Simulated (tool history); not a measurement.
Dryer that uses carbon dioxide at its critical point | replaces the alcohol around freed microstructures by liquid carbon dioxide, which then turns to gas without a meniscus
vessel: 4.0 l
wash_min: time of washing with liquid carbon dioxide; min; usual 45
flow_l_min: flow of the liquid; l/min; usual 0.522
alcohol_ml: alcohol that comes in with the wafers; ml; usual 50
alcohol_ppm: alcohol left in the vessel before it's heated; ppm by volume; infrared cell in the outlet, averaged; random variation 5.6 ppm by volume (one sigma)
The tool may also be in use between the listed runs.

run,hour,wash_min,flow_l_min,alcohol_ml,alcohol_ppm
1,0,45,0.522,50,192
2,22.9,45,0.522,50,181
3,59.1,45,0.522,106,368
4,90.7,45,0.522,50,199
5,123,45,0.522,50,199
6,158.4,45,0.522,50,199
7,192.5,45,0.522,50,207
8,226.9,45,0.522,50,218
9,250.6,45,0.827,50,48
10,283.9,45,0.522,50,206
11,313.4,45,0.513,50,243
12,347.6,45,0.39,50,598
13,381.4,45,0.39,50,579
14,418.4,68,0.663,50,50
15,436.1,68,0.663,50,60
16,465.2,68,0.663,50,49
17,498.9,64,0.333,27,209
18,514.9,64,0.333,27,198
19,535.4,46,0.522,36,173
20,558.4,40,0.546,50,297
21,580.7,59,0.546,50,93
22,605.1,59,0.546,50,103
23,637.9,60,0.522,34,94

Forecast run 24:
24,655.8,61,0.456,84,?

Run 24 gave alcohol_ppm 209 ppm by volume.
Without the tool's hidden state the same run would have given alcohol_ppm 132 ppm by volume.
